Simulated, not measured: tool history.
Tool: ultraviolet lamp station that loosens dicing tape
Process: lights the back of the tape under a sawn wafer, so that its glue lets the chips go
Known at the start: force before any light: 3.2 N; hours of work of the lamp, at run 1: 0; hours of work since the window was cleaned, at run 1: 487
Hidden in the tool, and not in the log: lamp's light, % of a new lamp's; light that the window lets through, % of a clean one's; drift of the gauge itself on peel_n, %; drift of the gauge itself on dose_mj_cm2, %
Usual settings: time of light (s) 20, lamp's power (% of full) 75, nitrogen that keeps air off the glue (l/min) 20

| run | day | time of light (s) | lamp's power (% of full) | nitrogen that keeps air off the glue (l/min) | hours of work of the lamp | hours of work since the window was cleaned | force that peels the tape off (N) | light that reached the tape (J/m2) |
|---|---|---|---|---|---|---|---|---|
| 1 | 0 | 20 | 75 | 20 | 0 | 487 | 0.346 | 2580 |
|  | 0.721 | window cleaned of glue's vapour |
| 2 | 2.921 | 20 | 78 | 20 | 45 | 34 | 0.223 | 3170 |
| 3 | 6.383 | 15 | 75 | 20 | 98 | 87 | 0.474 | 2190 |
| 4 | 9.233 | 20 | 70 | 20 | 142 | 131 | 0.335 | 2640 |
| 5 | 11.617 | 20 | 70 | 20 | 178 | 168 | 0.354 | 2540 |
| 6 | 13.354 | 20 | 70 | 20 | 205 | 194 | 0.371 | 2470 |
| 7 | 16.092 | 20 | 70 | 20 | 247 | 236 | 0.382 | 2390 |
| 8 | 17.954 | 20 | 70 | 20 | 276 | 265 | 0.416 | 2340 |
| 9 | 19.567 | 20 | 70 | 20 | 301 | 290 | 0.421 | 2300 |
| 10 | 22.188 | 20 | 70 | 20 | 341 | 330 | 0.466 | 2230 |
| 11 | 24.467 | 20 | 70 | 20 | 376 | 365 | 0.494 | 2090 |
| 12 | 27.058 | 20 | 70 | 20 | 416 | 405 | 0.52 | 2080 |
| 13 | 29.971 | 20 | 75 | 20 | 461 | 450 | 0.481 | 2170 |
|  | 33.133 | window cleaned of glue's vapour |
| 14 | 33.358 | 20 | 75 | 20 | 513 | 3 | 0.388 | 2440 |
| 15 | 36 | 20 | 75 | 20 | 553 | 44 | 0.405 | 2320 |
| 16 | 37.683 | 20 | 75 | 20 | 579 | 70 | 0.435 | 2320 |
| 17 | 40.633 | 20 | 75 | 20 | 624 | 115 | 0.448 | 2220 |
| 18 | 43.246 | 20 | 75 | 20 | 665 | 156 | 0.487 | 2150 |
| 19 | 45.338 | 20 | 75 | 20 | 697 | 188 | 0.513 | 2110 |
| 20 | 48.079 | 20 | 75 | 20 | 739 | 230 | 0.556 | 2040 |
| 21 | 50.55 | 20 | 75 | 20 | 777 | 268 | 0.561 | 1920 |
| 22 | 52.658 | 20 | 75 | 20 | 809 | 300 | 0.614 | 1880 |
| 23 | 54.054 | 20 | 75 | 20 | 831 | 322 | 0.631 | 1860 |
|  | 54.404 | lamp changed |
| 24 | 56.571 | 29 | 75 | 20 | 33 | 360 | 0.129 | 3860 |
| 25 | 58.688 | 12 | 78 | 14 | 66 | 392 | 0.846 | 1590 |
| 26 | 60.812 | 12 | 78 | 14 | 99 | 425 | 0.859 | 1600 |
| 27 | 63.904 | 12 | 78 | 14 | 146 | 473 | 0.954 | 1500 |
|  | 65.508 | window cleaned of glue's vapour |
| 28 | 66.546 | 20 | 75 | 22 | 186 | 16 | 0.265 | 2840 |
| 29 | 68.396 | 20 | 66 | 20 | 215 | 44 | 0.372 | 2480 |
| 30 | 70.512 | 20 | 66 | 20 | 247 | 77 | 0.41 | 2340 |
| 31 | 72.379 | 15 | 75 | 20 | 276 | 106 | 0.538 | 2010 |
| 32 | 74.179 | 15 | 75 | 20 | 304 | 133 | 0.586 | 1960 |
| 33 | 76.833 | 13 | 96 | 7 | 345 | 174 | 0.827 | 2100 |
| 34 | 80.246 | 30 | 96 | 7 | 397 | 227 | 0.181 | 4640 |
| 35 | 82.158 | 15 | 75 | 20 | 427 | 256 | 0.683 | 1760 |
| 36 | 85.258 | 15 | 75 | 20 | 474 | 304 | 0.722 | 1690 |
| 37 | 87.517 | 15 | 75 | 20 | 509 | 339 | 0.768 | 1660 |
| 38 | 90.838 | 15 | 75 | 20 | 560 | 390 | 0.811 | 1500 |
| 39 | 93.758 | 23 | 99 | 20 | 605 | 435 | 0.25 | 2980 |
| 40 | 96.554 | 11 | 83 | 10 | 648 | 478 | 1.37 | 1160 |
|  | 97.971 | window cleaned of glue's vapour |
| 41 | 99.45 | 14 | 72 | 12 | 692 | 23 | 1.038 | 1460 |
| 42 | 102.088 | 11 | 65 | 37 | 733 | 63 | 1.169 | 970 |
| 43 | 103.733 | 31 | 95 | 21 | 758 | 89 | 0.109 | 4040 |

Some steps in force that peels the tape off (N) between neighbouring runs. How much of each would the tool show without its hidden state too (settings, what came in, random variation), and how much is left for the hidden state, with any gauge scatter that isn't in both results?
Run 23 -> 24: time of light (s) 20 -> 29, lamp changed. force that peels the tape off (N) -0.502: hidden state -0.375, all else -0.127.
Run 24 -> 25: time of light (s) 29 -> 12, lamp's power (% of full) 75 -> 78, nitrogen that keeps air off the glue (l/min) 20 -> 14. force that peels the tape off (N) +0.717: hidden state +0.16, all else +0.557.
Run 39 -> 40: time of light (s) 23 -> 11, lamp's power (% of full) 99 -> 83, nitrogen that keeps air off the glue (l/min) 20 -> 10. force that peels the tape off (N) +1.12: hidden state +0.427, all else +0.693.
Run 42 -> 43: time of light (s) 11 -> 31, lamp's power (% of full) 65 -> 95, nitrogen that keeps air off the glue (l/min) 37 -> 21. force that peels the tape off (N) -1.06: hidden state -0.399, all else -0.661.

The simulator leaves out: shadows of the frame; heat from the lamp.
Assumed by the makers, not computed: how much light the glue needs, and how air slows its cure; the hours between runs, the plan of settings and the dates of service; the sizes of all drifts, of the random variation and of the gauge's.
